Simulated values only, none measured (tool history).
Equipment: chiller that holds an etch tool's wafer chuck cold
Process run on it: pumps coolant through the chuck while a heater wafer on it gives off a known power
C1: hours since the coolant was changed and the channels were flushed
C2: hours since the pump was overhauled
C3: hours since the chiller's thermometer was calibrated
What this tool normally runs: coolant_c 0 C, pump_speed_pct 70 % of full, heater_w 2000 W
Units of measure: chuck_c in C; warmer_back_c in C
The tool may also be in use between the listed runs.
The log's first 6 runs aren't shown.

run 7 hour=382.7 | coolant_c=7 pump_speed_pct=73 heater_w=2000 | C1=946 C2=824 C3=2951 | chuck_c=25.4 warmer_back_c=7.51
run 8 hour=451.8 | coolant_c=7 pump_speed_pct=73 heater_w=2000 | C1=1015 C2=893 C3=3021 | chuck_c=25.5 warmer_back_c=7.45
run 9 hour=489.2 | coolant_c=7 pump_speed_pct=87 heater_w=2000 | C1=1053 C2=931 C3=3058 | chuck_c=22.5 warmer_back_c=6.19
run 10 hour=565.1 | coolant_c=0 pump_speed_pct=97 heater_w=2000 | C1=1129 C2=1007 C3=3134 | chuck_c=14.1 warmer_back_c=5.54
-- hour=627.9 chiller's thermometer calibrated
run 11 hour=628.7 | coolant_c=0 pump_speed_pct=97 heater_w=2000 | C1=1191 C2=1069 C3=1 | chuck_c=13.7 warmer_back_c=5.52
run 12 hour=667.2 | coolant_c=0 pump_speed_pct=97 heater_w=2000 | C1=1230 C2=1108 C3=39 | chuck_c=13.7 warmer_back_c=5.48
run 13 hour=746.8 | coolant_c=0 pump_speed_pct=97 heater_w=2000 | C1=1309 C2=1187 C3=119 | chuck_c=13.9 warmer_back_c=5.52
run 14 hour=782.1 | coolant_c=0 pump_speed_pct=97 heater_w=2000 | C1=1345 C2=1223 C3=154 | chuck_c=13.8 warmer_back_c=5.52
run 15 hour=821.8 | coolant_c=0 pump_speed_pct=97 heater_w=2000 | C1=1384 C2=1262 C3=194 | chuck_c=13.8 warmer_back_c=5.62
run 16 hour=874.6 | coolant_c=0 pump_speed_pct=97 heater_w=2000 | C1=1437 C2=1315 C3=247 | chuck_c=13.8 warmer_back_c=5.5
run 17 hour=952.6 | coolant_c=-8 pump_speed_pct=70 heater_w=2000 | C1=1515 C2=1393 C3=325 | chuck_c=11.5 warmer_back_c=7.95
run 18 hour=1033.5 | coolant_c=-8 pump_speed_pct=93 heater_w=1388 | C1=1596 C2=1474 C3=406 | chuck_c=2.2 warmer_back_c=4.05
run 19 hour=1088.9 | coolant_c=-8 pump_speed_pct=93 heater_w=1388 | C1=1651 C2=1529 C3=461 | chuck_c=2.3 warmer_back_c=4.07
run 20 hour=1132.4 | coolant_c=-1 pump_speed_pct=75 heater_w=1927 | C1=1695 C2=1573 C3=505 | chuck_c=16.7 warmer_back_c=7.05
run 21 hour=1167.1 | coolant_c=-1 pump_speed_pct=75 heater_w=1927 | C1=1730 C2=1608 C3=539 | chuck_c=16.7 warmer_back_c=7.05
run 22 hour=1237 | coolant_c=0 pump_speed_pct=92 heater_w=1229 | C1=1799 C2=1677 C3=609 | chuck_c=9.4 warmer_back_c=3.65
run 23 hour=1310.6 | coolant_c=0 pump_speed_pct=92 heater_w=1229 | C1=1873 C2=1751 C3=683 | chuck_c=9.2 warmer_back_c=3.61
run 24 hour=1380.7 | coolant_c=0 pump_speed_pct=92 heater_w=1229 | C1=1943 C2=1821 C3=753 | chuck_c=9.5 warmer_back_c=3.66
run 25 hour=1415 | coolant_c=0 pump_speed_pct=92 heater_w=1229 | C1=1977 C2=1855 C3=787 | chuck_c=9.5 warmer_back_c=3.63
run 26 hour=1474.4 | coolant_c=9 pump_speed_pct=86 heater_w=1256 | C1=2037 C2=1915 C3=846 | chuck_c=19.2 warmer_back_c=4.06
run 27 hour=1529.3 | coolant_c=9 pump_speed_pct=86 heater_w=1256 | C1=2092 C2=1970 C3=901 | chuck_c=19.5 warmer_back_c=4

Run 28 has not been measured yet. What should we expect?
run 28 hour=1578.6 | coolant_c=9 pump_speed_pct=86 heater_w=1256 | C1=2141 C2=2019 C3=951 | chuck_c=? warmer_back_c=?

{"run 28": {"chuck_c": 19.6, "warmer_back_c": 4.03}}
On a tool with no hidden condition, and with the same random variation, this run would have come out at chuck_c 18.4 C, warmer_back_c 3.8 C.
